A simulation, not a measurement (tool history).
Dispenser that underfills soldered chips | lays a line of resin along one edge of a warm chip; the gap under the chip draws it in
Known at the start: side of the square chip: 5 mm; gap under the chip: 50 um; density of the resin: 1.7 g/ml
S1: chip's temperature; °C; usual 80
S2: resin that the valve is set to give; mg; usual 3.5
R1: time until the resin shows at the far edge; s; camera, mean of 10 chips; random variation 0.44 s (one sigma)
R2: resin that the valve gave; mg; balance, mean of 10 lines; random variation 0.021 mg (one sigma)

Run 1, hour 0: usual settings. Result: R1 35.5 s, R2 3.42 mg.
At hour 8: new syringe of resin.
Run 2, hour 10.2: usual settings but S1 94 °C. Result: R1 17.7 s, R2 3.43 mg.
Run 3, hour 15: usual settings but S1 74 °C. Result: R1 50.7 s, R2 3.45 mg.
Run 4, hour 21.6: usual settings. Result: R1 42 s, R2 3.43 mg.
At hour 22.7: new syringe of resin.
Run 5, hour 27.8: usual settings but S1 74 °C. Result: R1 44.6 s, R2 3.5 mg.
Run 6, hour 36.1: usual settings but S1 74 °C. Result: R1 55.9 s, R2 3.47 mg.
At hour 37.2: new syringe of resin.
Run 7, hour 41.5: usual settings but S1 74 °C. Result: R1 47 s, R2 3.45 mg.
Run 8, hour 50.8: usual settings. Result: R1 42.9 s, R2 3.45 mg.
At hour 51.9: new syringe of resin.
Run 9, hour 58.5: usual settings. Result: R1 35.2 s, R2 3.45 mg.
Run 10, hour 65.2: usual settings. Result: R1 42 s, R2 3.41 mg.
At hour 66.8: new syringe of resin.
Run 11, hour 74.7: usual settings. Result: R1 37.9 s, R2 3.44 mg.
Run 12, hour 80.3: usual settings. Result: R1 43 s, R2 3.4 mg.
At hour 81.5: new syringe of resin.
Run 13, hour 88.7: usual settings but S2 3.23 mg. Result: R1 37.5 s, R2 3.11 mg.
Run 14, hour 95.4: usual settings but S2 3.23 mg. Result: R1 44.1 s, R2 3.12 mg.
At hour 96.2: new syringe of resin.
Run 15, hour 104.5: usual settings but S1 68 °C, S2 3.23 mg. Result: R1 70.3 s, R2 3.14 mg.
At hour 110.6: new syringe of resin.
Run 16, hour 110.6: usual settings but S1 68 °C, S2 3.23 mg. Result: R1 58.4 s, R2 3.14 mg.
Run 17, hour 116.6: usual settings but S1 68 °C, S2 3.23 mg. Result: R1 66 s, R2 3.13 mg.
At hour 120.3: dispensing valve cleaned and set on the balance.
Run 18, hour 122.2: usual settings but S1 68 °C, S2 3.23 mg. Result: R1 74.8 s, R2 3.21 mg.
At hour 126.3: new syringe of resin.
Run 19, hour 128.7: usual settings but S1 90 °C, S2 3.38 mg. Result: R1 19.8 s, R2 3.33 mg.
Run 20, hour 134.8: usual settings but S1 83 °C, S2 3.98 mg. Result: R1 31.7 s, R2 3.98 mg.
At hour 141.1: new syringe of resin.
Run 21, hour 141.5: usual settings but S1 69 °C, S2 3.99 mg. Result: R1 55.1 s, R2 3.95 mg.

The next listed run, before its measurement:
Run 22, hour 149.3: usual settings but S1 88 °C, S2 3.92 mg. Result: R1 ?, R2 ?.

R1: 25.6 s
R2: 3.9 mg
Without the tool's hidden state the same run would have given R1 21.4 s, R2 3.94 mg.
